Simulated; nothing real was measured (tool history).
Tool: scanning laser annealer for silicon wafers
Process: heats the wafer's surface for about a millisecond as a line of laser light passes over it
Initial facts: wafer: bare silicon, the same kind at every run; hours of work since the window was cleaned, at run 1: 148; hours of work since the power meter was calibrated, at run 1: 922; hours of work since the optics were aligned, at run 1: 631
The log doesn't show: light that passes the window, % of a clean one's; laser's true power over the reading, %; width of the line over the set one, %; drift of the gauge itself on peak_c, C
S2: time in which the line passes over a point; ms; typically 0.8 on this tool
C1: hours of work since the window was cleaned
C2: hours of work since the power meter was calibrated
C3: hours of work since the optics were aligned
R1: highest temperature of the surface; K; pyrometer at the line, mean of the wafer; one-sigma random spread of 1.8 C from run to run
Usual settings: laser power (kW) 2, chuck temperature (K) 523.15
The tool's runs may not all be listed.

Run 1, day 0: usual settings; C1 148; C2 922; C3 631. Result: R1 1332.15 K.
Run 2, day 1.812: usual settings; C1 172; C2 946; C3 655. Result: R1 1327.15 K.
Run 3, day 3.175: usual settings; C1 190; C2 964; C3 672. Result: R1 1326.15 K.
Run 4, day 4.033: usual settings but laser power (kW) 1.89; C1 201; C2 975; C3 684. Result: R1 1277.15 K.
Run 5, day 5.017: usual settings but laser power (kW) 1.89; C1 214; C2 988; C3 697. Result: R1 1278.15 K.
Run 6, day 6.908: usual settings but laser power (kW) 1.89; C1 239; C2 1013; C3 722. Result: R1 1269.15 K.
Run 7, day 8.933: usual settings but S2 0.838 ms; C1 266; C2 1040; C3 748. Result: R1 1334.15 K.
Run 8, day 10.958: usual settings but S2 0.838 ms; C1 292; C2 1066; C3 775. Result: R1 1328.15 K.
Run 9, day 11.996: usual settings but S2 0.614 ms; C1 306; C2 1080; C3 788. Result: R1 1206.15 K.
Run 10, day 12.933: usual settings; C1 318; C2 1092; C3 801. Result: R1 1311.15 K.
Run 11, day 14.35: usual settings but S2 0.832 ms; C1 337; C2 1111; C3 819. Result: R1 1325.15 K.
Run 12, day 15.529: usual settings but S2 0.832 ms; C1 353; C2 1126; C3 835. Result: R1 1323.15 K.
Run 13, day 17.296: usual settings; C1 376; C2 1149; C3 858. Result: R1 1302.15 K.
Run 14, day 18.967: usual settings; C1 398; C2 1171; C3 880. Result: R1 1300.15 K.
At day 20.575: window over the wafer cleaned.
Run 15, day 20.854: usual settings; C1 4; C2 1195; C3 904. Result: R1 1350.15 K.
Run 16, day 22.404: usual settings; C1 24; C2 1216; C3 924. Result: R1 1346.15 K.
Run 17, day 24.242: usual settings but S2 0.943 ms; C1 48; C2 1240; C3 948. Result: R1 1417.15 K.
Run 18, day 25.638: usual settings; C1 67; C2 1258; C3 967. Result: R1 1340.15 K.
At day 27.046: optics aligned, line set to its width.
Run 19, day 27.108: usual settings; C1 83; C2 1275; C3 1. Result: R1 1347.15 K.
Run 20, day 28.746: usual settings; C1 105; C2 1296; C3 22. Result: R1 1342.15 K.
Run 21, day 30.629: usual settings but laser power (kW) 1.761; C1 129; C2 1321; C3 47. Result: R1 1239.15 K.
Run 22, day 32.571: usual settings but laser power (kW) 1.761, S2 0.779 ms, chuck temperature (K) 491.15; C1 155; C2 1346; C3 73. Result: R1 1188.15 K.
Run 23, day 34.567: usual settings but laser power (kW) 1.761, S2 0.567 ms, chuck temperature (K) 491.15; C1 181; C2 1373; C3 99. Result: R1 1084.15 K.
Run 24, day 36.267: usual settings but laser power (kW) 1.761, S2 0.632 ms, chuck temperature (K) 545.15; C1 204; C2 1395; C3 121. Result: R1 1169.15 K.
Run 25, day 37.329: usual settings but S2 0.917 ms, chuck temperature (K) 554.15; C1 218; C2 1409; C3 135. Result: R1 1421.15 K.
Run 26, day 39.262: usual settings but S2 0.917 ms, chuck temperature (K) 554.15; C1 243; C2 1434; C3 161. Result: R1 1416.15 K.
Run 27, day 41.088: usual settings but laser power (kW) 2.098, S2 0.746 ms; C1 267; C2 1458; C3 185. Result: R1 1339.15 K.
Run 28, day 42.858: usual settings but laser power (kW) 1.767, S2 0.665 ms, chuck temperature (K) 514.15; C1 290; C2 1482; C3 208. Result: R1 1147.15 K.
Run 29, day 44.538: usual settings but laser power (kW) 1.992, S2 0.665 ms, chuck temperature (K) 520.15; C1 312; C2 1504; C3 230. Result: R1 1243.15 K.
Run 30, day 45.754: usual settings but laser power (kW) 1.757, chuck temperature (K) 502.15; C1 328; C2 1520; C3 246. Result: R1 1195.15 K.
Run 31, day 46.892: usual settings but laser power (kW) 1.757, chuck temperature (K) 502.15; C1 343; C2 1535; C3 261. Result: R1 1191.15 K.
Run 32, day 48.188: usual settings but S2 0.722 ms; C1 360; C2 1552; C3 278. Result: R1 1270.15 K.
Run 33, day 49.875: usual settings but S2 0.722 ms; C1 382; C2 1574; C3 300. Result: R1 1271.15 K.
Run 34, day 51.171: usual settings but S2 0.722 ms; C1 400; C2 1591; C3 317. Result: R1 1270.15 K.
At day 52.729: window over the wafer cleaned.
Run 35, day 52.746: usual settings but S2 0.722 ms; C1 0; C2 1611; C3 337. Result: R1 1310.15 K.
Run 36, day 54.612: usual settings but laser power (kW) 1.82, S2 0.661 ms, chuck temperature (K) 529.15; C1 25; C2 1635; C3 361. Result: R1 1205.15 K.
Run 37, day 56.079: usual settings but laser power (kW) 1.82, S2 0.661 ms, chuck temperature (K) 529.15; C1 44; C2 1654; C3 381. Result: R1 1203.15 K.
Run 38, day 57.775: usual settings but laser power (kW) 2.047, S2 0.631 ms; C1 66; C2 1677; C3 403. Result: R1 1268.15 K.
Run 39, day 59.254: usual settings but laser power (kW) 2.103, chuck temperature (K) 521.15; C1 86; C2 1696; C3 422. Result: R1 1388.15 K.
Run 40, day 60.896: usual settings but laser power (kW) 2.048, S2 0.83 ms, chuck temperature (K) 521.15; C1 107; C2 1718; C3 444. Result: R1 1380.15 K.
Run 41, day 62.846: usual settings but laser power (kW) 2.069, S2 0.986 ms, chuck temperature (K) 539.15; C1 133; C2 1743; C3 470. Result: R1 1484.15 K.
Run 42, day 64.462: usual settings but laser power (kW) 1.959, S2 0.599 ms, chuck temperature (K) 552.15; C1 154; C2 1765; C3 491. Result: R1 1237.15 K.

3 options for the next run, each taken on its own from the tool as it stands now. Forecast them:
Run A, day 65.45: usual settings but laser power (kW) 1.732, S2 0.599 ms, chuck temperature (K) 509.15; C1 167; C2 1778; C3 504. Result: R1 ?.
Run B, day 65.45: usual settings but laser power (kW) 1.959, S2 0.803 ms, chuck temperature (K) 552.15; C1 167; C2 1778; C3 504. Result: R1 ?.
Run C, day 65.45: usual settings but laser power (kW) 1.798, S2 0.642 ms; C1 167; C2 1778; C3 504. Result: R1 ?.

run       R1
  A  1105.15
  B  1349.15
  C  1165.15
Stripped of hidden state, with their random variation kept, the same runs would have yielded:
run       R1
  A  1117.15
  B  1365.15
  C  1178.15

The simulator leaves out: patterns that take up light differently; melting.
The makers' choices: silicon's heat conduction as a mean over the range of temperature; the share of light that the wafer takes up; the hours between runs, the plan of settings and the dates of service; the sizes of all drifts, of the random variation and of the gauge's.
